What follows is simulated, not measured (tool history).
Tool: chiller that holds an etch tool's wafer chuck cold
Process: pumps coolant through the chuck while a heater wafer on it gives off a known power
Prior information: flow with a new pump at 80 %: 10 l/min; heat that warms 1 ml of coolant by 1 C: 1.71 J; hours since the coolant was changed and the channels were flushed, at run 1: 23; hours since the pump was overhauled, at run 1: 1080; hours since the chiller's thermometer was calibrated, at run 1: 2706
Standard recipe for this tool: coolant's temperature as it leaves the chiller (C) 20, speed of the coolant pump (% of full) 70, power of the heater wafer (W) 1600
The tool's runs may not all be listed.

| run | hour | coolant's temperature as it leaves the chiller (C) | speed of the coolant pump (% of full) | power of the heater wafer (W) | hours since the coolant was changed and the channels were flushed | hours since the pump was overhauled | hours since the chiller's thermometer was calibrated | chuck's temperature once it has settled (C) | how much warmer the coolant comes back (C) |
|---|---|---|---|---|---|---|---|---|---|
| 1 | 0.0 | 20 | 70 | 1600 | 23 | 1080 | 2706 | 32.0 | 6.66 |
| 2 | 101.8 | 20 | 70 | 1600 | 125 | 1182 | 2808 | 32.1 | 6.70 |
| 3 | 207.9 | 20 | 70 | 1600 | 231 | 1288 | 2914 | 31.8 | 6.75 |
| 4 | 264.5 | 20 | 70 | 1600 | 288 | 1344 | 2970 | 31.9 | 6.78 |
| 5 | 327.7 | 20 | 70 | 1600 | 351 | 1408 | 3034 | 32.0 | 6.85 |
| 6 | 392.4 | 20 | 70 | 1600 | 416 | 1472 | 3098 | 32.1 | 6.80 |
| 7 | 487.6 | 20 | 70 | 1600 | 511 | 1567 | 3193 | 32.2 | 6.81 |
| 8 | 583.4 | 20 | 70 | 1600 | 606 | 1663 | 3289 | 32.1 | 6.88 |
| 9 | 670.0 | 20 | 70 | 1600 | 693 | 1750 | 3376 | 32.2 | 6.80 |
| 10 | 741.0 | 27 | 70 | 1600 | 764 | 1821 | 3447 | 39.3 | 6.88 |
| 11 | 839.5 | 27 | 70 | 1600 | 863 | 1919 | 3545 | 39.3 | 6.91 |
| 12 | 889.2 | 27 | 70 | 1600 | 912 | 1969 | 3595 | 39.5 | 6.90 |
| 13 | 940.1 | 27 | 70 | 1600 | 963 | 2020 | 3646 | 39.4 | 6.94 |
| 14 | 1029.9 | 27 | 70 | 1600 | 1053 | 2110 | 3736 | 39.5 | 7.03 |
| 15 | 1107.7 | 27 | 70 | 1600 | 1131 | 2188 | 3814 | 39.4 | 7.03 |
| 16 | 1208.7 | 27 | 70 | 1600 | 1232 | 2289 | 3915 | 39.5 | 7.09 |
| 17 | 1265.3 | 27 | 60 | 1703 | 1288 | 2345 | 3971 | 42.0 | 8.81 |
|  | 1283.5 | chiller's thermometer calibrated |
| 18 | 1364.9 | 27 | 82 | 1703 | 1387 | 2444 | 81 | 39.6 | 6.38 |
| 19 | 1471.2 | 22 | 70 | 1600 | 1493 | 2550 | 188 | 35.2 | 7.11 |
| 20 | 1545.3 | 11 | 68 | 1761 | 1567 | 2624 | 262 | 25.9 | 8.10 |
| 21 | 1607.6 | 17 | 75 | 1073 | 1630 | 2687 | 324 | 25.4 | 4.48 |
| 22 | 1707.6 | 17 | 75 | 1073 | 1730 | 2787 | 424 | 25.5 | 4.51 |
| 23 | 1792.7 | 22 | 69 | 1600 | 1815 | 2872 | 509 | 35.4 | 7.31 |
| 24 | 1867.2 | 20 | 67 | 1600 | 1889 | 2946 | 584 | 33.9 | 7.59 |
| 25 | 1932.8 | 11 | 99 | 2260 | 1955 | 3012 | 649 | 26.1 | 7.26 |
| 26 | 2037.1 | 13 | 99 | 1236 | 2059 | 3116 | 754 | 21.3 | 4.01 |
| 27 | 2112.3 | 28 | 89 | 2168 | 2134 | 3191 | 829 | 43.8 | 7.76 |
| 28 | 2208.7 | 28 | 89 | 2168 | 2231 | 3288 | 925 | 43.8 | 7.84 |
| 29 | 2306.8 | 11 | 63 | 1560 | 2329 | 3386 | 1023 | 25.4 | 8.08 |
| 30 | 2402.1 | 11 | 70 | 1600 | 2424 | 3481 | 1119 | 24.7 | 7.42 |
| 31 | 2508.3 | 11 | 70 | 1600 | 2530 | 3587 | 1225 | 24.8 | 7.46 |
| 32 | 2585.0 | 11 | 70 | 1600 | 2607 | 3664 | 1301 | 25.0 | 7.52 |

Some steps in chuck's temperature once it has settled (C), run to run, broken into two amounts with sign: the step expected even without the hidden condition (settings, incoming material, random variation), and the rest, left for the hidden condition together with whatever gauge scatter is not in both the measured and the hidden-condition-free result:
Hidden state at play: heat passed by the chuck's channels, % of clean ones'; flow at a given pump speed, % of a new pump's; coolant's true temperature over the reading, C; drift of the gauge itself on chuck_c, C; drift of the gauge itself on warmer_back_c, C.
Run 20 -> 21: coolant's temperature as it leaves the chiller (C) 11 -> 17, speed of the coolant pump (% of full) 68 -> 75, power of the heater wafer (W) 1761 -> 1073. chuck's temperature once it has settled (C) -0.5: hidden state -0.6, all else +0.1.
Run 22 -> 23: coolant's temperature as it leaves the chiller (C) 17 -> 22, speed of the coolant pump (% of full) 75 -> 69, power of the heater wafer (W) 1073 -> 1600. chuck's temperature once it has settled (C) +9.9: hidden state +0.6, all else +9.3.
Run 25 -> 26: coolant's temperature as it leaves the chiller (C) 11 -> 13, power of the heater wafer (W) 2260 -> 1236. chuck's temperature once it has settled (C) -4.8: hidden state -0.8, all else -4.0.
Run 26 -> 27: coolant's temperature as it leaves the chiller (C) 13 -> 28, speed of the coolant pump (% of full) 99 -> 89, power of the heater wafer (W) 1236 -> 2168. chuck's temperature once it has settled (C) +22.5: hidden state +1.0, all else +21.5.
Run 28 -> 29: coolant's temperature as it leaves the chiller (C) 28 -> 11, speed of the coolant pump (% of full) 89 -> 63, power of the heater wafer (W) 2168 -> 1560. chuck's temperature once it has settled (C) -18.4: hidden state -0.1, all else -18.3.
